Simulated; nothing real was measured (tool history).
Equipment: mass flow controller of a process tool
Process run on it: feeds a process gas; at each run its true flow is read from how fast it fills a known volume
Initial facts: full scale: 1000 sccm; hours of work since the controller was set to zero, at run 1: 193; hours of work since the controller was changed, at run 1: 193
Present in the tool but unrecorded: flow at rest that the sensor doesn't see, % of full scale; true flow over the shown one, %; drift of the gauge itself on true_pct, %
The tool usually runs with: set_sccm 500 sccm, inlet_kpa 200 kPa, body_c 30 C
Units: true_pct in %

run,hour,set_sccm,inlet_kpa,body_c,hours of work since the controller was set to zero,hours of work since the controller was changed,true_pct
1,0.0,500,200,30,193,193,99.04
2,42.8,500,200,34,225,225,99.41
3,90.1,500,200,37,262,262,99.76
4,139.8,500,200,30,299,299,99.04
5,173.3,500,200,32,325,325,99.44
6,208.5,500,156,32,352,352,98.90
7,244.5,500,200,30,379,379,98.97
8,303.2,500,200,33,424,424,99.28
9,361.7,500,200,30,469,469,99.24
10,420.2,500,200,30,514,514,99.15
11,497.6,500,200,30,573,573,99.04
12,548.6,500,200,30,612,612,99.17
13,594.3,500,200,30,647,647,99.13
14,629.3,500,200,26,673,673,98.84
# hour 633.9: controller's zero set anew
15,706.3,500,200,26,55,732,98.97
16,742.0,500,200,26,83,759,98.81
# hour 769.2: controller's zero set anew, once more
17,820.9,500,200,26,39,819,98.68
18,856.7,500,200,37,67,846,99.59
19,898.9,500,200,37,99,878,99.51
20,968.7,500,200,37,152,932,99.41
21,1005.2,500,200,37,180,959,99.50
22,1068.7,500,253,34,229,1008,99.70
23,1107.4,288,200,30,258,1038,98.35
24,1175.4,288,200,30,310,1089,98.42
25,1253.2,284,181,23,370,1149,97.65
26,1324.8,993,200,27,424,1204,99.94
27,1402.8,993,200,27,484,1263,100.04
28,1479.1,993,207,25,542,1321,99.94
29,1514.0,993,207,25,569,1348,99.96
30,1551.2,500,205,21,597,1376,98.21
31,1600.1,336,179,31,634,1414,98.45
32,1664.5,104,200,30,684,1463,98.43
33,1716.9,889,227,27,724,1503,99.96
34,1780.9,889,227,23,772,1552,99.51
35,1847.6,889,227,23,823,1603,99.62
36,1904.2,889,227,23,867,1646,99.62
37,1964.8,344,200,22,913,1692,97.83
38,2023.9,126,186,32,958,1737,98.63
39,2070.9,123,270,26,994,1773,98.88
40,2142.7,165,235,24,1049,1828,98.40

Each row is a separate what-if for the run after 40, all from the same tool condition, not one after another. Results?
A,2187.8,165,235,20,1083,1863,?
B,2187.8,414,193,24,1083,1863,?
C,2187.8,500,176,24,1083,1863,?
D,2187.8,191,159,30,1083,1863,?
E,2187.8,139,235,28,1083,1863,?

run,true_pct
A,98.10
B,98.10
C,98.25
D,98.24
E,98.75
Without the tool's hidden state the same runs would have given:
run,true_pct
A,97.47
B,98.04
C,98.26
D,97.74
E,97.95
